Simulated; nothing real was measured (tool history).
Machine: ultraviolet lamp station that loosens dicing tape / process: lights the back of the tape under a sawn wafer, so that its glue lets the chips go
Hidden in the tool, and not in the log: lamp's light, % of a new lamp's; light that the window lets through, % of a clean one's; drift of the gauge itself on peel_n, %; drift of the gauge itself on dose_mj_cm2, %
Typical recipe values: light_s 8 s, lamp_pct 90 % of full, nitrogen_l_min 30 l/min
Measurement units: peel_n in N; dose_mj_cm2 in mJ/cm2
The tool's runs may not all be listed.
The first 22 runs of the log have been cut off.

run   hour  light_s  lamp_pct  nitrogen_l_min  hours of work of the lamp  hours of work since the window was cleaned  peel_n  dose_mj_cm2
     374.2  -- window cleaned of glue's vapour
 23    396       10        90              14                        417                                          10   0.317          478
 24  411.8        8        90              16                        424                                          18   0.446          378
 25  429.1        8        90              16                        432                                          26   0.435          375
 26  444.9        8        90              16                        440                                          33   0.452          377
 27  458.5        8        90              16                        446                                          40   0.432          376
 28    484        8        96              36                        458                                          52   0.293          398
 29  502.5        8        96              36                        467                                          61   0.286          399
 30  524.1        9        76              41                        477                                          71   0.339          356
     526.7  -- window cleaned of glue's vapour, once more
 31  538.1        8        71              30                        484                                           5   0.365          360
 32  553.7        4        89              30                        491                                          13   0.929          220
 33  567.9        9        90              30                        498                                          19   0.229          517
 34  587.9        4        76              30                        507                                          29    1.28          193
 35  598.3        6        83              11                        512                                          34   0.786          312
 36    622        6        97              15                        523                                          45   0.494          359
 37  641.6        6        97              15                        532                                          54   0.486          362
 38  655.4       14        60               9                        539                                          61   0.316          524
 39  674.2       14        94               9                        548                                          70   0.209          808

Here are 4 independent what-if runs from the current tool condition. What would each one return?
  A  698.8       14        65               9                        559                                          81       ?            ?
  B  698.8        5        82              18                        559                                          81       ?            ?
  C  698.8        8        77              12                        559                                          81       ?            ?
  D  698.8       14        94              13                        559                                          81       ?            ?

run  peel_n  dose_mj_cm2
  A   0.298          560
  B   0.928          250
  C   0.495          375
  D   0.206          802
With the hidden condition removed and each run's random variation left untouched, the same runs would have given:
run  peel_n  dose_mj_cm2
  A   0.263          622
  B   0.753          277
  C   0.405          416
  D   0.203          890
